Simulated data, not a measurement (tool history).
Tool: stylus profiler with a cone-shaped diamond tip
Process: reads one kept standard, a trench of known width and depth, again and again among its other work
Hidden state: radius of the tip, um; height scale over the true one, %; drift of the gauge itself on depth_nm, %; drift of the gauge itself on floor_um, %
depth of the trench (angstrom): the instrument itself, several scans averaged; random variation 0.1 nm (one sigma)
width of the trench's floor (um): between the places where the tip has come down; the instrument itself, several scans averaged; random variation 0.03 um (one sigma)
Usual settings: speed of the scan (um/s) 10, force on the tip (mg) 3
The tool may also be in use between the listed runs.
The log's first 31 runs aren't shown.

run    hour  speed of the scan (um/s)  force on the tip (mg)  scans with this tip  hours of work since the height scale was calibrated  depth of the trench (angstrom)  width of the trench's floor (um)
 32  1063.5                        19                   4.04                15376                                                  201                          1017.2                             18.36
 33  1100.8                         9                   5.31                15582                                                  217                          1020.5                             18.39
 34  1142.6                         9                   5.31                15812                                                  235                          1021.7                             18.45
 35  1172.8                         6                    1.1                15978                                                  248                          1007.9                             18.36
 36  1209.1                        29                   5.57                16178                                                  264                          1023.5                             18.35
 37  1245.7                         4                   8.12                16379                                                  280                          1029.2                             18.35
 38  1285.1                         4                   8.12                16596                                                  297                          1027.9                             18.39
 39  1305.5                        31                   1.27                16708                                                  305                          1008.4                             18.28
 40  1354.2                        31                   1.27                16976                                                  326                          1007.4                             18.38
 41  1399.2                        31                   1.27                17224                                                  346                          1006.3                             18.22
 42  1448.1                        31                   1.27                17492                                                  367                          1006.8                             18.33
 43  1470.5                         5                   1.98                17616                                                  376                          1010.2                              18.4
 44  1494.9                        10                   3.41                17750                                                  387                          1013.9                             18.37
 45  1527.8                        10                   3.41                17931                                                  401                          1015.1                             18.39

3 ways to go on from here, each from the tool as it stands after run 45. What would each give?
  A  1555.9                         4                   2.04                18085                                                  413                               ?                                 ?
  B  1555.9                         6                    1.3                18085                                                  413                               ?                                 ?
  C  1555.9                        29                   1.91                18085                                                  413                               ?                                 ?

run  depth of the trench (angstrom)  width of the trench's floor (um)
  A                          1009.8                             18.34
  B                          1007.6                             18.34
  C                          1009.3                             18.32
Without the tool's hidden state the same runs would have given:
run  depth of the trench (angstrom)  width of the trench's floor (um)
  A                          1010.9                             18.57
  B                          1008.6                             18.56
  C                          1010.3                             18.54

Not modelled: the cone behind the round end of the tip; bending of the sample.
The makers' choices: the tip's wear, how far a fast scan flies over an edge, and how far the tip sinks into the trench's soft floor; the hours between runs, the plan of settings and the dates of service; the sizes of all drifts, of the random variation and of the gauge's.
